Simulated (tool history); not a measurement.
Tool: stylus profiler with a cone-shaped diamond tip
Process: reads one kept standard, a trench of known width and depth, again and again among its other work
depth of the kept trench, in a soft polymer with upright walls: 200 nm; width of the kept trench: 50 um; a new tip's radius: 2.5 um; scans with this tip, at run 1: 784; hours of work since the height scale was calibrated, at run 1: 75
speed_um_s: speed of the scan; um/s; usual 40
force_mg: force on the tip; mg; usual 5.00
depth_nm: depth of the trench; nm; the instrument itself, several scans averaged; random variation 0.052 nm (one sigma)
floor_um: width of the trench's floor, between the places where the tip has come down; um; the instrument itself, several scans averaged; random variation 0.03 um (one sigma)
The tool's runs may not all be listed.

run   hour  speed_um_s  force_mg  scans with this tip  hours of work since the height scale was calibrated  depth_nm  floor_um
  1    0.0          40      5.00                  784                                                   75    202.92     47.87
  2   20.2          40      5.00                  933                                                   89    203.00     47.89
  3   38.3          40      5.00                 1066                                                  102    202.85     47.93
  4   53.7          40      5.00                 1179                                                  113    202.97     47.84
  5   84.8          40      5.00                 1408                                                  135    202.86     47.89
  6   99.2          27      5.00                 1515                                                  145    202.88     47.93
  7  115.9          27      5.00                 1638                                                  157    202.91     47.92
  8  129.4          27      5.00                 1737                                                  166    202.84     47.94
  9  160.8          27      5.00                 1968                                                  188    202.89     47.91
 10  192.0          27      5.00                 2199                                                  210    202.96     47.89
 11  210.7          27      5.00                 2336                                                  224    202.90     48.01
 12  227.6          27      5.00                 2461                                                  236    202.90     47.89
 13  243.7          27      5.00                 2579                                                  247    202.90     47.91
 14  265.2          27      5.00                 2738                                                  262    202.84     47.90
 15  282.3          27      5.00                 2864                                                  274    202.90     47.91
 16  297.2          27      5.00                 2973                                                  285    202.85     47.93
 17  318.5          27      5.00                 3131                                                  300    202.87     47.90
 18  349.4          27      9.26                 3358                                                  321    204.34     47.95
 19  366.7          27      9.26                 3486                                                  334    204.37     47.95
 20  383.3          27      9.26                 3608                                                  345    204.38     47.90
 21  414.0          27      9.26                 3834                                                  367    204.35     47.98
 22  432.1          24     12.50                 3967                                                  380    205.37     47.97
 23  456.8          12      3.83                 4149                                                  397    202.41     47.93
 24  469.8          13      1.92                 4245                                                  406    201.49     47.93
 25  488.2          69      2.13                 4381                                                  419    201.68     47.55
 26  505.5          34      2.89                 4508                                                  431    202.05     47.82
 27  524.7          34      2.89                 4649                                                  445    202.11     47.85
 28  553.2          34      2.89                 4860                                                  465    202.04     47.84
 29  567.0         148      2.68                 4961                                                  475    201.96     47.17
 30  590.1          89      4.57                 5132                                                  491    202.74     47.61
 31  619.8          89      4.57                 5350                                                  512    202.80     47.66
 32  639.8          89      4.57                 5497                                                  526    202.73     47.67
 33  659.8          44      5.00                 5645                                                  540    202.99     47.87
 34  682.2          44      8.20                 5810                                                  556    204.01     47.83
 35  712.4          44      8.20                 6033                                                  577    204.04     47.89
 36  735.8          44      8.20                 6205                                                  594    203.93     47.88
 37  762.7         106      3.09                 6403                                                  613    202.13     47.46
 38  778.3         106      3.09                 6518                                                  624    202.07     47.46

3 ways to go on from here, each from the tool as it stands after run 38. What would each give?
  A  793.0          32      5.87                 6626                                                  634         ?         ?
  B  793.0         141     10.03                 6626                                                  634         ?         ?
  C  793.0          57      3.09                 6626                                                  634         ?         ?

run  depth_nm  floor_um
  A    203.26     47.85
  B    204.60     47.59
  C    202.14     47.71
Without the tool's hidden state the same runs would have given:
run  depth_nm  floor_um
  A    203.25     47.87
  B    204.59     47.62
  C    202.13     47.73

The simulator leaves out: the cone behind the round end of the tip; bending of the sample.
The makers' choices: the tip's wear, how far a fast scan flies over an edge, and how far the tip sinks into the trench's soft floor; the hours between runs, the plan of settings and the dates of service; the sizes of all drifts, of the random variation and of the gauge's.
